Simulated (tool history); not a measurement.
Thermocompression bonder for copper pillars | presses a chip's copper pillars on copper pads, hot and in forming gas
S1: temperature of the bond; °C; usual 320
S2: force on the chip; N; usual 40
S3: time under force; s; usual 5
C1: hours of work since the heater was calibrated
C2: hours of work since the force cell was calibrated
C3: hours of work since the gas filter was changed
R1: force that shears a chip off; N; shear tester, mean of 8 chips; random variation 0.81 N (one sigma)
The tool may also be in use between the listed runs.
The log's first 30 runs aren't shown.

| run | hour | S1 | S2 | S3 | C1 | C2 | C3 | R1 |
|---|---|---|---|---|---|---|---|---|
| 31 | 643.3 | 308 | 40 | 4 | 21 | 745 | 52 | 48.0 |
| 32 | 666.6 | 321 | 29 | 8 | 32 | 756 | 63 | 52.4 |
| 33 | 685.6 | 316 | 51 | 8 | 41 | 765 | 72 | 83.4 |
| 34 | 714.7 | 316 | 51 | 8 | 55 | 779 | 85 | 82.9 |
| 35 | 731.0 | 316 | 51 | 8 | 62 | 786 | 93 | 84.0 |
| 36 | 743.0 | 318 | 33 | 8 | 68 | 792 | 99 | 58.3 |
| 37 | 756.1 | 318 | 33 | 8 | 74 | 798 | 105 | 55.9 |
| 38 | 771.1 | 320 | 54 | 5 | 81 | 805 | 112 | 78.2 |
| 39 | 792.1 | 320 | 54 | 5 | 91 | 815 | 122 | 78.4 |
| 40 | 807.4 | 324 | 54 | 5 | 98 | 822 | 129 | 81.6 |

4 ways to go on from here, each from the tool as it stands after run 40. What would each give?
| A | 829.1 | 332 | 34 | 5 | 109 | 833 | 140 | ? |
| B | 829.1 | 324 | 50 | 5 | 109 | 833 | 140 | ? |
| C | 829.1 | 333 | 31 | 5 | 109 | 833 | 140 | ? |
| D | 829.1 | 320 | 55 | 3 | 109 | 833 | 140 | ? |

| run | R1 |
|---|---|
| A | 59.5 |
| B | 77.8 |
| C | 55.7 |
| D | 67.8 |
Without the tool's hidden state the same runs would have given:
| run | R1 |
|---|---|
| A | 63.1 |
| B | 82.1 |
| C | 59.1 |
| D | 71.7 |
